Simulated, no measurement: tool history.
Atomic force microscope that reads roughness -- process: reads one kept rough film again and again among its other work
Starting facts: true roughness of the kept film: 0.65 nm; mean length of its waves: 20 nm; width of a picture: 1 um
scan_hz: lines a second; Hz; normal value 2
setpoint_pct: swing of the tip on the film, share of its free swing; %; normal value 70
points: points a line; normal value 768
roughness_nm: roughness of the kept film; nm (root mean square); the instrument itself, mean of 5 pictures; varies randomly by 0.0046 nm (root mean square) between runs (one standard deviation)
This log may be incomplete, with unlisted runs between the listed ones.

| run | hour | scan_hz | setpoint_pct | points | roughness_nm |
|---|---|---|---|---|---|
| 1 | 0 | 2 | 70 | 768 | 0.52 |
| 2 | 55.1 | 2 | 70 | 768 | 0.56 |
| 3 | 116.3 | 2 | 70 | 768 | 0.487 |
| 4 | 198 | 2 | 70 | 768 | 0.494 |
| 5 | 279.3 | 2 | 70 | 768 | 0.494 |
| 6 | 318.6 | 2 | 70 | 768 | 0.55 |
| 7 | 373.9 | 2 | 70 | 693 | 0.487 |
| 8 | 424.9 | 2 | 61 | 693 | 0.536 |
| 9 | 501 | 2 | 61 | 693 | 0.552 |
| 10 | 537.1 | 2 | 61 | 693 | 0.511 |
| 11 | 589.4 | 2 | 61 | 693 | 0.542 |
| 12 | 657.6 | 1.23 | 61 | 693 | 0.572 |
| 13 | 704 | 1.23 | 61 | 693 | 0.522 |
| 14 | 743 | 1.23 | 61 | 693 | 0.577 |
| 15 | 788 | 1.23 | 61 | 693 | 0.526 |
| 16 | 850.7 | 1.23 | 61 | 693 | 0.556 |
| 17 | 904.1 | 1.23 | 61 | 693 | 0.583 |
| 18 | 967.4 | 1.23 | 61 | 693 | 0.6 |
| 19 | 1031.1 | 1.23 | 61 | 693 | 0.536 |
| 20 | 1079.4 | 1.23 | 61 | 693 | 0.56 |
| 21 | 1158.2 | 2 | 67 | 768 | 0.553 |
| 22 | 1234.5 | 0.8 | 70 | 768 | 0.579 |
| 23 | 1291.7 | 0.8 | 70 | 768 | 0.608 |
| 24 | 1357.8 | 0.8 | 70 | 768 | 0.529 |
| 25 | 1403.6 | 0.8 | 70 | 768 | 0.57 |
| 26 | 1447.6 | 0.8 | 70 | 768 | 0.522 |
| 27 | 1484.5 | 0.8 | 70 | 768 | 0.569 |
| 28 | 1530.6 | 0.85 | 55 | 768 | 0.52 |
| 29 | 1595.2 | 2.88 | 55 | 390 | 0.529 |
| 30 | 1676.2 | 2.95 | 67 | 776 | 0.508 |
| 31 | 1751.3 | 0.52 | 67 | 317 | 0.556 |
| 32 | 1821.5 | 1.24 | 67 | 703 | 0.571 |
| 33 | 1902.6 | 2.76 | 75 | 328 | 0.503 |
| 34 | 1977.5 | 0.99 | 70 | 409 | 0.579 |
| 35 | 2027.2 | 0.99 | 70 | 409 | 0.53 |
| 36 | 2110.5 | 1.97 | 61 | 686 | 0.536 |
| 37 | 2150.8 | 1.24 | 79 | 526 | 0.551 |
| 38 | 2200.3 | 1.24 | 79 | 848 | 0.515 |
| 39 | 2252.3 | 1.78 | 66 | 883 | 0.555 |
| 40 | 2326.3 | 1.44 | 78 | 486 | 0.544 |
| 41 | 2397.7 | 1.44 | 78 | 486 | 0.544 |
| 42 | 2467.5 | 1.44 | 78 | 486 | 0.548 |
| 43 | 2504.3 | 1.44 | 78 | 486 | 0.51 |
| 44 | 2561.2 | 3.7 | 70 | 768 | 0.518 |
| 45 | 2598.4 | 3.7 | 70 | 768 | 0.48 |
| 46 | 2655.8 | 0.76 | 70 | 383 | 0.55 |
| 47 | 2718.9 | 1.27 | 61 | 528 | 0.593 |
| 48 | 2778.3 | 1 | 63 | 768 | 0.528 |
| 49 | 2827 | 1 | 63 | 768 | 0.58 |

Missing from the log above: 36 entries noted between runs. For each, name the pair of listed runs it sits between and say how the tool's hidden condition differs from the listed run just before to the listed run just after:
Run 1 -> run 2: new tip fitted (hour 38.2)
  radius of the tip, nm: 23.3 -> 11.9; height scale over the true one, %: 0.88 -> 0.91
  the result without the hidden state subtracted from the measured one, roughness_nm: -0.047 -> -0.012 nm (root mean square)
Run 3 -> run 4: new tip fitted (hour 124.5)
  radius of the tip, nm: 33.3 -> 34.1; height scale over the true one, %: 0.95 -> 1
  the result without the hidden state subtracted from the measured one, roughness_nm: -0.074 -> -0.076 nm (root mean square)
Run 4 -> run 5: new tip fitted (hour 210)
  radius of the tip, nm: 34.1 -> 32.5; height scale over the true one, %: 1 -> 1.05
  the result without the hidden state subtracted from the measured one, roughness_nm: -0.076 -> -0.073 nm (root mean square)
Run 5 -> run 6: new tip fitted (hour 295.6)
  radius of the tip, nm: 32.5 -> 14.4; height scale over the true one, %: 1.05 -> 1.07
  the result without the hidden state subtracted from the measured one, roughness_nm: -0.073 -> -0.019 nm (root mean square)
Run 7 -> run 8: new tip fitted (hour 380.3)
  radius of the tip, nm: 33 -> 21.5; height scale over the true one, %: 1.11 -> 1.14
  the result without the hidden state subtracted from the measured one, roughness_nm: -0.072 -> -0.042 nm (root mean square)
Run 8 -> run 9: new tip fitted (hour 463.3)
  radius of the tip, nm: 21.5 -> 19.1; height scale over the true one, %: 1.14 -> 1.19
  the result without the hidden state subtracted from the measured one, roughness_nm: -0.042 -> -0.035 nm (root mean square)
Run 10 -> run 11: new tip fitted (hour 547.6)
  radius of the tip, nm: 33.4 -> 22.4; height scale over the true one, %: 1.21 -> 1.24
  the result without the hidden state subtracted from the measured one, roughness_nm: -0.075 -> -0.044 nm (root mean square)
Run 11 -> run 12: new tip fitted (hour 631.4)
  radius of the tip, nm: 22.4 -> 17.2; height scale over the true one, %: 1.24 -> 1.28
  the result without the hidden state subtracted from the measured one, roughness_nm: -0.044 -> -0.029 nm (root mean square)
Run 13 -> run 14: new tip fitted (hour 712.7)
  radius of the tip, nm: 33.4 -> 17.1; height scale over the true one, %: 1.31 -> 1.34
  the result without the hidden state subtracted from the measured one, roughness_nm: -0.076 -> -0.028 nm (root mean square)
Run 15 -> run 16: new tip fitted (hour 795.7)
  radius of the tip, nm: 32.7 -> 24.7; height scale over the true one, %: 1.37 -> 1.4
  the result without the hidden state subtracted from the measured one, roughness_nm: -0.075 -> -0.051 nm (root mean square)
Run 16 -> run 17: new tip fitted (hour 879.8)
  radius of the tip, nm: 24.7 -> 15.2; height scale over the true one, %: 1.4 -> 1.44
  the result without the hidden state subtracted from the measured one, roughness_nm: -0.051 -> -0.02 nm (root mean square)
Run 17 -> run 18: new tip fitted (hour 961.9)
  radius of the tip, nm: 15.2 -> 9.5; height scale over the true one, %: 1.44 -> 1.47
  the result without the hidden state subtracted from the measured one, roughness_nm: -0.02 -> +0 nm (root mean square)
Run 19 -> run 20: new tip fitted (hour 1043.1)
  radius of the tip, nm: 31.9 -> 19.8; height scale over the true one, %: 1.51 -> 1.54
  the result without the hidden state subtracted from the measured one, roughness_nm: -0.071 -> -0.035 nm (root mean square)
Run 20 -> run 21: new tip fitted (hour 1128.2)
  radius of the tip, nm: 19.8 -> 17.2; height scale over the true one, %: 1.54 -> 1.6
  the result without the hidden state subtracted from the measured one, roughness_nm: -0.035 -> -0.026 nm (root mean square)
Run 21 -> run 22: new tip fitted (hour 1208.9)
  radius of the tip, nm: 17.2 -> 15.1; height scale over the true one, %: 1.6 -> 1.64
  the result without the hidden state subtracted from the measured one, roughness_nm: -0.026 -> -0.019 nm (root mean square)
Run 22 -> run 23: new tip fitted (hour 1291.7)
  radius of the tip, nm: 15.1 -> 7.4; height scale over the true one, %: 1.64 -> 1.68
  the result without the hidden state subtracted from the measured one, roughness_nm: -0.019 -> +0.008 nm (root mean square)
Run 24 -> run 25: new tip fitted (hour 1374.5)
  radius of the tip, nm: 30.8 -> 18.4; height scale over the true one, %: 1.72 -> 1.75
  the result without the hidden state subtracted from the measured one, roughness_nm: -0.067 -> -0.029 nm (root mean square)
Run 26 -> run 27: new tip fitted (hour 1458.1)
  radius of the tip, nm: 34 -> 16.5; height scale over the true one, %: 1.78 -> 1.8
  the result without the hidden state subtracted from the measured one, roughness_nm: -0.076 -> -0.023 nm (root mean square)
Run 28 -> run 29: new tip fitted (hour 1542.8)
  radius of the tip, nm: 32.2 -> 27.1; height scale over the true one, %: 1.83 -> 1.86
  the result without the hidden state subtracted from the measured one, roughness_nm: -0.071 -> -0.054 nm (root mean square)
Run 29 -> run 30: new tip fitted (hour 1624.4)
  radius of the tip, nm: 27.1 -> 25.2; height scale over the true one, %: 1.86 -> 1.91
  the result without the hidden state subtracted from the measured one, roughness_nm: -0.054 -> -0.046 nm (root mean square)
Run 30 -> run 31: new tip fitted (hour 1710.2)
  radius of the tip, nm: 25.2 -> 20.9; height scale over the true one, %: 1.91 -> 1.96
  the result without the hidden state subtracted from the measured one, roughness_nm: -0.046 -> -0.036 nm (root mean square)
Run 31 -> run 32: new tip fitted (hour 1791.7)
  radius of the tip, nm: 20.9 -> 17.3; height scale over the true one, %: 1.96 -> 2
  the result without the hidden state subtracted from the measured one, roughness_nm: -0.036 -> -0.024 nm (root mean square)
Run 32 -> run 33: new tip fitted (hour 1876.3)
  radius of the tip, nm: 17.3 -> 16.2; height scale over the true one, %: 2 -> 2.05
  the result without the hidden state subtracted from the measured one, roughness_nm: -0.024 -> -0.018 nm (root mean square)
Run 33 -> run 34: height scale calibrated on a step standard (hour 1942.6); new tip fitted (hour 1962.2)
  radius of the tip, nm: 16.2 -> 12.9; height scale over the true one, %: 2.05 -> 2.74
  the result without the hidden state subtracted from the measured one, roughness_nm: -0.018 -> -0.005 nm (root mean square)
Run 35 -> run 36: new tip fitted (hour 2045.7)
  radius of the tip, nm: 30.1 -> 28.6; height scale over the true one, %: 2.77 -> 2.82
  the result without the hidden state subtracted from the measured one, roughness_nm: -0.059 -> -0.054 nm (root mean square)
Run 36 -> run 37: new tip fitted (hour 2126.6)
  radius of the tip, nm: 28.6 -> 14.2; height scale over the true one, %: 2.82 -> 2.85
  the result without the hidden state subtracted from the measured one, roughness_nm: -0.054 -> -0.008 nm (root mean square)
Run 38 -> run 39: new tip fitted (hour 2210.9)
  radius of the tip, nm: 30.5 -> 20.8; height scale over the true one, %: 2.88 -> 2.91
  the result without the hidden state subtracted from the measured one, roughness_nm: -0.057 -> -0.03 nm (root mean square)
Run 39 -> run 40: new tip fitted (hour 2295.4)
  radius of the tip, nm: 20.8 -> 17.4; height scale over the true one, %: 2.91 -> 2.95
  the result without the hidden state subtracted from the measured one, roughness_nm: -0.03 -> -0.018 nm (root mean square)
Run 40 -> run 41: new tip fitted (hour 2378); height scale calibrated on a step standard, once more (hour 2393.6)
  radius of the tip, nm: 17.4 -> 13.3; height scale over the true one, %: 2.95 -> 0
  the result without the hidden state subtracted from the measured one, roughness_nm: -0.018 -> -0.021 nm (root mean square)
Run 41 -> run 42: new tip fitted (hour 2462.7)
  radius of the tip, nm: 13.3 -> 9.6; height scale over the true one, %: 0 -> 0.05
  the result without the hidden state subtracted from the measured one, roughness_nm: -0.021 -> -0.009 nm (root mean square)
Run 43 -> run 44: new tip fitted (hour 2547.6)
  radius of the tip, nm: 22.4 -> 11.8; height scale over the true one, %: 0.07 -> 0.1
  the result without the hidden state subtracted from the measured one, roughness_nm: -0.048 -> -0.015 nm (root mean square)
Run 45 -> run 46: new tip fitted (hour 2632.1)
  radius of the tip, nm: 25.8 -> 16.8; height scale over the true one, %: 0.13 -> 0.16
  the result without the hidden state subtracted from the measured one, roughness_nm: -0.054 -> -0.032 nm (root mean square)
Run 46 -> run 47: new tip fitted (hour 2715.6)
  radius of the tip, nm: 16.8 -> 8.4; height scale over the true one, %: 0.16 -> 0.2
  the result without the hidden state subtracted from the measured one, roughness_nm: -0.032 -> -0.004 nm (root mean square)
Run 48 -> run 49: new tip fitted (hour 2801.9)
  radius of the tip, nm: 29.7 -> 16; height scale over the true one, %: 0.24 -> 0.27
  the result without the hidden state subtracted from the measured one, roughness_nm: -0.072 -> -0.03 nm (root mean square)
